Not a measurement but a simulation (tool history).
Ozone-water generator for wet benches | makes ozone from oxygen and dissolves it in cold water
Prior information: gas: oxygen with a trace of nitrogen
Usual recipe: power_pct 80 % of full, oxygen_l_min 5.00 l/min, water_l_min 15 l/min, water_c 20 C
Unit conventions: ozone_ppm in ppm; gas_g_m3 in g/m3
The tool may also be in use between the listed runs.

run,day,power_pct,oxygen_l_min,water_l_min,water_c,ozone_ppm,gas_g_m3
1,0.000,80,5.00,15,20,29.7,240.0
2,3.592,80,5.00,15,20,29.5,240.1
3,6.871,80,5.00,15,20,29.9,239.5
4,9.075,80,5.00,15,20,29.4,238.4
5,13.533,80,5.00,15,20,29.0,240.8
6,15.325,80,5.00,15,20,29.6,238.8
7,19.792,80,2.55,15,20,27.8,330.2
8,21.867,80,2.55,15,20,28.1,329.7
9,26.200,80,5.00,15,21,28.6,235.7
10,29.792,65,5.00,15,21,24.8,205.7
11,33.283,65,5.00,15,21,24.3,204.9
12,36.071,65,5.00,15,15,27.3,204.8
13,40.296,56,5.00,15,15,24.6,186.4
# day 42.433: water thermometer calibrated
14,44.233,56,5.00,15,15,24.5,186.3
15,47.175,56,5.00,15,16,24.2,184.7
16,49.396,56,5.00,15,16,24.1,185.5
17,52.808,56,5.00,15,16,24.0,183.8
18,54.850,56,5.00,15,16,24.0,184.4
19,58.254,56,5.00,15,16,23.7,182.9
20,61.996,41,5.00,20,24,14.0,151.1
21,65.000,41,5.00,20,24,14.0,151.0
22,67.654,80,3.46,15,15,29.2,272.5
23,71.462,80,2.55,15,20,26.0,318.3
24,73.333,80,2.86,13,14,32.2,300.8
25,76.442,74,2.86,10,22,33.5,286.4
26,80.408,40,7.58,14,25,16.0,119.8
27,84.496,94,7.62,12,25,28.9,202.3
28,86.838,94,7.62,13,25,28.3,203.0
29,89.454,65,3.55,15,20,23.1,235.6
30,93.112,65,3.55,15,20,23.4,233.7
31,96.075,82,3.15,17,20,24.2,287.4
32,100.042,82,3.15,17,20,24.2,285.1

Consider 3 possible next runs. They are alternatives, not a sequence: every one starts from the tool as it was left by run 32. What does each give?
A,102.917,44,5.00,23,14,?,?
B,102.917,56,5.00,9,26,?,?
C,102.917,96,5.00,15,15,?,?

run,ozone_ppm,gas_g_m3
A,14.4,155.1
B,25.3,176.2
C,31.7,248.6
With the hidden condition removed and each run's random variation left untouched, the same runs would have given:
run,ozone_ppm,gas_g_m3
A,16.2,165.2
B,28.4,190.4
C,36.9,276.7
